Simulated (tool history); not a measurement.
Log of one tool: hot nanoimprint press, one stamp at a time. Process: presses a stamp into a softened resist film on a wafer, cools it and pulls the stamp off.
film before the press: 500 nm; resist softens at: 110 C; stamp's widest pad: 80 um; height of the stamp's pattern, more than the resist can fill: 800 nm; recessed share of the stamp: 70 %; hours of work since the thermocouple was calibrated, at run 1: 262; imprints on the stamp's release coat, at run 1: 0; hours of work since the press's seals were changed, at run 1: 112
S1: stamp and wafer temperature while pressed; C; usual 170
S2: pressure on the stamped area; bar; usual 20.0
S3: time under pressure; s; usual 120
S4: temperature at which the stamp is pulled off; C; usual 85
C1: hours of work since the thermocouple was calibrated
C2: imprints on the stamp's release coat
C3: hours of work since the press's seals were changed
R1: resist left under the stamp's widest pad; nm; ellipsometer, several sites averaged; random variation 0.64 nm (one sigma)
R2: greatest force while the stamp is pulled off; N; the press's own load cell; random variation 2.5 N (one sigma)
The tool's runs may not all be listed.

Run 1, hour 0.0: usual settings; C1 262; C2 0; C3 112. Result: R1 251.8 nm, R2 143 N.
At hour 18.7: plate thermocouple calibrated.
Run 2, hour 62.8: usual settings; C1 25; C2 139; C3 146. Result: R1 257.9 nm, R2 149 N.
Run 3, hour 127.3: usual settings; C1 62; C2 290; C3 183. Result: R1 256.6 nm, R2 149 N.
Run 4, hour 170.1: usual settings; C1 87; C2 389; C3 207. Result: R1 257.3 nm, R2 154 N.
Run 5, hour 249.2: usual settings; C1 132; C2 573; C3 253. Result: R1 255.0 nm, R2 155 N.
Run 6, hour 295.2: usual settings but S2 16.3 bar; C1 158; C2 681; C3 279. Result: R1 282.2 nm, R2 157 N.
At hour 331.3: stamp cleaned and given a new release coat.
Run 7, hour 388.0: usual settings but S2 16.3 bar; C1 208; C2 132; C3 329. Result: R1 281.7 nm, R2 146 N.
Run 8, hour 430.6: usual settings but S2 16.3 bar; C1 233; C2 231; C3 353. Result: R1 279.6 nm, R2 150 N.
At hour 495.6: plate thermocouple calibrated.
Run 9, hour 509.6: usual settings but S2 16.3 bar; C1 8; C2 408; C3 397. Result: R1 285.9 nm, R2 154 N.
Run 10, hour 554.2: usual settings but S2 16.3 bar; C1 34; C2 512; C3 422. Result: R1 282.7 nm, R2 157 N.
Run 11, hour 645.0: usual settings but S2 16.3 bar; C1 86; C2 723; C3 474. Result: R1 282.2 nm, R2 158 N.
At hour 666.8: stamp cleaned and given a new release coat.
Run 12, hour 709.6: usual settings but S4 91 C; C1 119; C2 100; C3 508. Result: R1 253.4 nm, R2 123 N.
Run 13, hour 789.9: usual settings; C1 165; C2 287; C3 554. Result: R1 254.0 nm, R2 151 N.
Run 14, hour 861.6: usual settings; C1 206; C2 454; C3 595. Result: R1 252.2 nm, R2 153 N.
Run 15, hour 935.5: usual settings; C1 249; C2 626; C3 638. Result: R1 252.7 nm, R2 155 N.
At hour 971.9: plate thermocouple calibrated.
Run 16, hour 982.7: usual settings; C1 6; C2 729; C3 663. Result: R1 258.6 nm, R2 162 N.
At hour 997.4: stamp cleaned and given a new release coat.
Run 17, hour 1082.9: usual settings; C1 60; C2 199; C3 717. Result: R1 257.7 nm, R2 146 N.
At hour 1105.7: press's hydraulic seals changed and the load cell set to zero.
Run 18, hour 1144.6: usual settings but S1 179 C, S2 24.5 bar, S3 78 s, S4 90 C; C1 91; C2 324; C3 22. Result: R1 179.1 nm, R2 130 N.
Run 19, hour 1185.4: usual settings but S3 73 s; C1 114; C2 419; C3 46. Result: R1 292.9 nm, R2 156 N.
Run 20, hour 1242.2: usual settings but S1 168 C, S2 16.5 bar, S4 78 C; C1 147; C2 551; C3 78. Result: R1 300.6 nm, R2 194 N.
Run 21, hour 1312.2: usual settings but S1 168 C, S2 23.1 bar, S3 60 s, S4 78 C; C1 187; C2 714; C3 118. Result: R1 309.7 nm, R2 187 N.
At hour 1333.1: stamp cleaned and given a new release coat.
Run 22, hour 1362.8: usual settings but S1 168 C, S2 23.1 bar, S3 60 s, S4 78 C; C1 213; C2 69; C3 144. Result: R1 308.6 nm, R2 177 N.
Run 23, hour 1428.9: usual settings but S2 29.1 bar, S3 123 s; C1 250; C2 223; C3 182. Result: R1 202.0 nm, R2 148 N.
At hour 1463.1: plate thermocouple calibrated.
Run 24, hour 1525.1: usual settings but S1 160 C, S2 31.3 bar, S4 93 C; C1 36; C2 440; C3 235. Result: R1 316.0 nm, R2 125 N.

The next listed run, before its measurement:
Run 25, hour 1594.5: usual settings but S1 173 C, S2 19.3 bar, S3 131 s, S4 81 C; C1 75; C2 602; C3 275. Result: R1 ?, R2 ?.

{"run 25": {"R1": 224.2, "R2": 171}}
Without the tool's hidden state the same run would have given R1 223.7 nm, R2 159 N.
